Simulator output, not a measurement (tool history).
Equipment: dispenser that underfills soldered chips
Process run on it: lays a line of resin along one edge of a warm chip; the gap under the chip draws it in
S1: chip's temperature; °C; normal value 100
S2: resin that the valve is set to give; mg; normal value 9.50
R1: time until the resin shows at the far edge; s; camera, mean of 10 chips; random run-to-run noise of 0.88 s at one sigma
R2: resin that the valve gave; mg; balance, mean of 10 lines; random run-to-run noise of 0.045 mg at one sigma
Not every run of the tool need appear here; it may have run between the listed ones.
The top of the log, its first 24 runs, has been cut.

Run 25, hour 311.2: usual settings but S1 110 °C. Result: R1 92.8 s, R2 9.05 mg.
At hour 313.2: new syringe of resin.
Run 26, hour 318.3: usual settings but S1 110 °C. Result: R1 81.1 s, R2 9.01 mg.
At hour 324.2: new syringe of resin.
Run 27, hour 333.3: usual settings but S1 105 °C, S2 10.54 mg. Result: R1 106.2 s, R2 9.89 mg.
At hour 335.2: new syringe of resin.
At hour 346.2: new syringe of resin.
Run 28, hour 347.3: usual settings but S1 105 °C, S2 10.54 mg. Result: R1 79.8 s, R2 9.85 mg.
At hour 357.3: new syringe of resin.
Run 29, hour 362.9: usual settings but S1 111 °C, S2 9.66 mg. Result: R1 80.1 s, R2 8.90 mg.
At hour 368.6: new syringe of resin.
Run 30, hour 378.3: usual settings but S2 11.45 mg. Result: R1 125.1 s, R2 10.55 mg.
At hour 379.6: new syringe of resin.
Run 31, hour 388.6: usual settings but S1 97 °C, S2 10.83 mg. Result: R1 135.8 s, R2 9.84 mg.
At hour 391.6: new syringe of resin.
At hour 402.6: new syringe of resin.
Run 32, hour 402.8: usual settings but S1 93 °C, S2 11.30 mg. Result: R1 110.7 s, R2 10.14 mg.
At hour 411.7: dispensing valve cleaned and set on the balance.
Run 33, hour 413.2: usual settings but S1 102 °C, S2 11.62 mg. Result: R1 119.8 s, R2 11.61 mg.
At hour 415.1: new syringe of resin.
Run 34, hour 421.5: usual settings but S1 89 °C, S2 10.11 mg. Result: R1 157.8 s, R2 10.04 mg.
At hour 426.3: new syringe of resin.
Run 35, hour 434.8: usual settings but S1 108 °C, S2 8.55 mg. Result: R1 99.0 s, R2 8.46 mg.

Each row is a separate what-if for the run after 35, all from the same tool condition, not one after another. Results?
At hour 437.5: new syringe of resin.
Run A, hour 446.8: usual settings but S1 86 °C, S2 11.34 mg. Result: R1 ?, R2 ?.
At hour 437.5: new syringe of resin.
Run B, hour 446.8: usual settings but S1 104 °C. Result: R1 ?, R2 ?.
At hour 437.5: new syringe of resin.
Run C, hour 446.8: usual settings but S2 11.71 mg. Result: R1 ?, R2 ?.

run     R1     R2
  A  193.7  11.13
  B  110.9   9.44
  C  126.3  11.51
With the hidden condition removed and each run's random variation left untouched, the same runs would have given:
run     R1     R2
  A  126.7  11.30
  B   72.8   9.59
  C   83.1  11.68
